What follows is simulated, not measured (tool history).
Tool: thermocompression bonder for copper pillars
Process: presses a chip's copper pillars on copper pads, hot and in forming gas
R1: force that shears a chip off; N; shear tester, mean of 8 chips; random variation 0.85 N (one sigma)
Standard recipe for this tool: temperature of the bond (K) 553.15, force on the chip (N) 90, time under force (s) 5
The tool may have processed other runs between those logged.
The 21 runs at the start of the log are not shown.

Run 22, day 7.225: usual settings but temperature of the bond (K) 576.15, force on the chip (N) 81, time under force (s) 4. Result: R1 79.4 N.
Run 23, day 7.554: usual settings but temperature of the bond (K) 576.15, force on the chip (N) 81, time under force (s) 4. Result: R1 78.9 N.
Run 24, day 7.925: usual settings but temperature of the bond (K) 539.15, force on the chip (N) 81, time under force (s) 13. Result: R1 74.5 N.
Run 25, day 8.233: usual settings but force on the chip (N) 62, time under force (s) 15. Result: R1 79 N.
At day 8.321: forming gas filter changed.
Run 26, day 8.45: usual settings but force on the chip (N) 110. Result: R1 79.6 N.
Run 27, day 8.833: usual settings but force on the chip (N) 110. Result: R1 78.4 N.
Run 28, day 9.288: usual settings but temperature of the bond (K) 546.15, force on the chip (N) 61, time under force (s) 6. Result: R1 50.3 N.
Run 29, day 9.554: usual settings but temperature of the bond (K) 576.15, force on the chip (N) 91, time under force (s) 9. Result: R1 107.4 N.
Run 30, day 9.979: usual settings but temperature of the bond (K) 549.15, force on the chip (N) 91. Result: R1 65.2 N.
Run 31, day 10.183: usual settings but temperature of the bond (K) 549.15, force on the chip (N) 56, time under force (s) 6. Result: R1 48.4 N.
Run 32, day 10.562: usual settings but temperature of the bond (K) 535.15. Result: R1 53.2 N.
Run 33, day 10.875: usual settings but temperature of the bond (K) 578.15. Result: R1 93.4 N.
Run 34, day 11.333: usual settings but temperature of the bond (K) 534.15, time under force (s) 6. Result: R1 57.2 N.
Run 35, day 11.771: usual settings but temperature of the bond (K) 543.15, force on the chip (N) 114, time under force (s) 10. Result: R1 89 N.
Run 36, day 12.058: usual settings but temperature of the bond (K) 543.15, force on the chip (N) 114, time under force (s) 10. Result: R1 87.8 N.
Run 37, day 12.458: usual settings but force on the chip (N) 72. Result: R1 57.3 N.
Run 38, day 12.704: usual settings but temperature of the bond (K) 558.15, force on the chip (N) 99. Result: R1 78.1 N.
Run 39, day 13.088: usual settings but temperature of the bond (K) 546.15, force on the chip (N) 73. Result: R1 52.8 N.
Run 40, day 13.408: usual settings but temperature of the bond (K) 574.15, force on the chip (N) 122, time under force (s) 3. Result: R1 88.8 N.

Each row is a separate what-if for the run after 40, all from the same tool condition, not one after another. Results?
Run A, day 13.621: usual settings but force on the chip (N) 69. Result: R1 ?.
Run B, day 13.621: usual settings but temperature of the bond (K) 555.15, force on the chip (N) 57. Result: R1 ?.
Run C, day 13.621: usual settings but temperature of the bond (K) 556.15, force on the chip (N) 83, time under force (s) 14. Result: R1 ?.
Run D, day 13.621: usual settings but temperature of the bond (K) 572.15, force on the chip (N) 82, time under force (s) 3. Result: R1 ?.

run    R1
  A  57.1
  B  50.6
  C  96.9
  D    68
The same runs, with their run-to-run variation unchanged, on a tool lacking any hidden condition would have given:
run    R1
  A  57.3
  B  50.7
  C  97.2
  D  68.2
